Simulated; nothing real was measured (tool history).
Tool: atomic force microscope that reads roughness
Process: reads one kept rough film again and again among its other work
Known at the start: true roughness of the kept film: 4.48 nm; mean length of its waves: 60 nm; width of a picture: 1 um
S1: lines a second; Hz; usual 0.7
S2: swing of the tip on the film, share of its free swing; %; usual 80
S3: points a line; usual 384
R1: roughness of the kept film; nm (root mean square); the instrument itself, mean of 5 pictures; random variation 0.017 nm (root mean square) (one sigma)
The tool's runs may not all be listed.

run,hour,S1,S2,S3,R1
1,0,0.7,80,384,3.993
2,11,0.7,80,384,3.977
3,17.2,0.7,80,384,3.95
4,23.7,0.7,80,384,3.91
5,34.4,0.7,80,384,3.908
6,45,0.7,80,384,3.841
7,53.3,0.7,80,384,3.869
8,59.7,0.7,75,384,3.89
9,66.7,0.7,80,384,3.806
10,71.7,0.7,80,384,3.818
11,78.1,0.7,80,384,3.8
12,85.2,0.7,62,384,3.889
13,89.8,0.7,62,384,3.891
14,95.9,0.7,62,384,3.857
15,105.3,1.238,60,506,3.828
16,112.2,1.238,60,506,3.799
# hour 114.2: height scale calibrated on a step standard
17,121.6,1.238,57,507,3.819
18,127.4,0.7,78,888,3.748
19,132.9,0.7,80,665,3.679
20,143.3,0.7,80,665,3.666
# hour 148.1: height scale calibrated on a step standard, once more
21,154.4,1.072,84,325,3.497
22,160.8,0.599,80,482,3.635
23,165.8,0.599,80,482,3.648

Forecast each of these 4 alternatives for the next run:
A,176.7,2.978,72,405,?
B,176.7,0.7,80,384,?
C,176.7,3.84,80,384,?
D,176.7,0.7,80,887,?

run,R1
A,3.287
B,3.577
C,2.939
D,3.579
Without the tool's hidden state the same runs would have given:
run,R1
A,3.708
B,4.036
C,3.316
D,4.039
